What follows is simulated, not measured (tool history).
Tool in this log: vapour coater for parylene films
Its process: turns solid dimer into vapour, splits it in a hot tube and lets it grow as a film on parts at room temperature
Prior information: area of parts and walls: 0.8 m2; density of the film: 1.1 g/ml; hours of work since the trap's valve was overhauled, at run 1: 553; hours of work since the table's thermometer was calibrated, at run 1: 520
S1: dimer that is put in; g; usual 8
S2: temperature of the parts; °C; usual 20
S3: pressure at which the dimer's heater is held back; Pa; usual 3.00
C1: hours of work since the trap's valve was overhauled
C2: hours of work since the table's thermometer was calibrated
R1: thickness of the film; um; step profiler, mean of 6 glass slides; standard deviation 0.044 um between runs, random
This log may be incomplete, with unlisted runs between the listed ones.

run	hour	S1	S2	S3	C1	C2	R1
1	0.0	8	20	3.00	553	520	4.63
2	30.3	8	28	3.00	567	534	3.81
3	67.2	8	28	3.00	585	552	3.81
4	100.8	8	20	3.00	601	568	4.65
5	122.3	8	20	3.00	611	578	4.68
6	148.3	8	20	3.00	623	590	4.66
7	173.3	8	20	3.00	635	602	4.71
8	196.5	8	20	3.00	646	613	4.61
9	225.3	8	20	3.00	660	627	4.58
10	245.4	5	20	3.00	670	637	2.92
# hour 270.7: trap's valve overhauled
11	271.8	5	20	3.00	1	648	2.82
12	305.8	4	20	3.00	17	664	2.21
13	334.6	8	20	3.00	31	678	4.46
14	362.0	8	20	3.00	44	691	4.48
15	384.1	8	20	4.45	54	701	4.18
16	412.1	5	20	4.86	68	715	2.58
17	428.1	11	20	2.11	75	722	6.43
# hour 439.9: trap's valve overhauled, once more
18	455.9	11	20	2.11	8	734	7.01
19	492.8	12	23	2.11	25	751	6.92
20	526.4	8	20	3.00	41	767	4.87
21	563.3	8	20	3.00	59	785	4.81
22	591.3	9	16	3.00	72	798	6.07
23	619.2	8	16	3.00	86	812	5.42
24	642.7	8	16	3.00	97	823	5.34
25	673.9	8	16	3.00	112	838	5.29
26	691.4	8	16	3.00	120	846	5.40
27	708.3	10	20	3.00	128	854	5.98

Each row is a separate what-if for the run after 27, all from the same tool condition, not one after another. Results?
A	740.0	8	20	9.51	143	869	?
B	740.0	6	20	3.00	143	869	?
C	740.0	4	27	3.00	143	869	?
D	740.0	10	14	3.00	143	869	?

run	R1
A	4.27
B	3.66
C	2.02
D	7.05
Without the tool's unlogged condition, the same runs would have read:
run	R1
A	4.41
B	3.77
C	2.09
D	7.28

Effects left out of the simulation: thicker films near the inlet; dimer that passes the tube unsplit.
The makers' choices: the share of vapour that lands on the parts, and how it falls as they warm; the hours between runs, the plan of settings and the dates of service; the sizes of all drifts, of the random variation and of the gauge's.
